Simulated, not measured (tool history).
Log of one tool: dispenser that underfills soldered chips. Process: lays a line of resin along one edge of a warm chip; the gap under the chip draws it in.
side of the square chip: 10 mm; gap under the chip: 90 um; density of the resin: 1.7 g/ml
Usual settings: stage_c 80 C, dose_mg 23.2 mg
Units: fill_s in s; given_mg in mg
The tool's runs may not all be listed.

run,hour,stage_c,dose_mg,fill_s,given_mg
1,0.0,80,23.2,66.2,22.20
# hour 1.3: new syringe of resin
2,7.1,80,23.2,68.6,22.09
# hour 8.1: new syringe of resin
3,12.6,80,28.5,63.0,27.09
# hour 14.8: new syringe of resin
# hour 15.8: dispensing valve cleaned and set on the balance
4,21.4,80,28.5,64.8,28.40
# hour 22.8: new syringe of resin
# hour 30.0: new syringe of resin
5,30.2,80,28.5,52.4,28.29
6,34.0,80,28.5,61.9,28.09
# hour 36.7: new syringe of resin
7,41.0,80,24.2,63.1,23.86
# hour 43.6: new syringe of resin
8,45.2,80,24.2,58.3,23.75
# hour 50.4: new syringe of resin
9,53.9,80,24.2,62.1,23.66
# hour 57.5: new syringe of resin
10,60.8,80,24.2,60.5,23.53
# hour 64.6: new syringe of resin
11,65.4,80,24.2,56.8,23.54
# hour 71.4: new syringe of resin
12,73.1,80,24.2,56.9,23.42
# hour 78.2: new syringe of resin
13,80.8,66,22.6,91.3,21.80
# hour 85.1: new syringe of resin
14,90.0,66,22.6,97.1,21.71
# hour 92.3: new syringe of resin
15,95.2,66,22.6,90.5,21.60
# hour 99.3: new syringe of resin
16,100.5,80,23.6,57.1,22.46
17,105.6,80,23.6,68.0,22.45
# hour 106.6: new syringe of resin
# hour 107.6: dispensing valve cleaned and set on the balance
18,112.7,80,21.2,67.5,21.14
# hour 114.5: new syringe of resin
19,116.9,80,21.2,60.8,21.09
# hour 121.8: new syringe of resin
20,122.2,77,30.0,58.6,29.83
# hour 128.7: new syringe of resin
21,130.0,90,23.6,43.6,23.42
# hour 135.7: new syringe of resin
22,138.8,80,27.7,58.3,27.31

Forecast each of these 3 alternatives for the next run:
# hour 142.9: new syringe of resin
A,145.3,80,21.0,?,?
# hour 142.9: new syringe of resin
B,145.3,65,29.6,?,?
# hour 142.9: new syringe of resin
C,145.3,65,25.1,?,?

run,fill_s,given_mg
A,60.3,20.64
B,89.6,29.19
C,92.0,24.65
Without the tool's hidden state the same runs would have given:
run,fill_s,given_mg
A,57.4,21.02
B,86.0,29.73
C,88.1,25.11
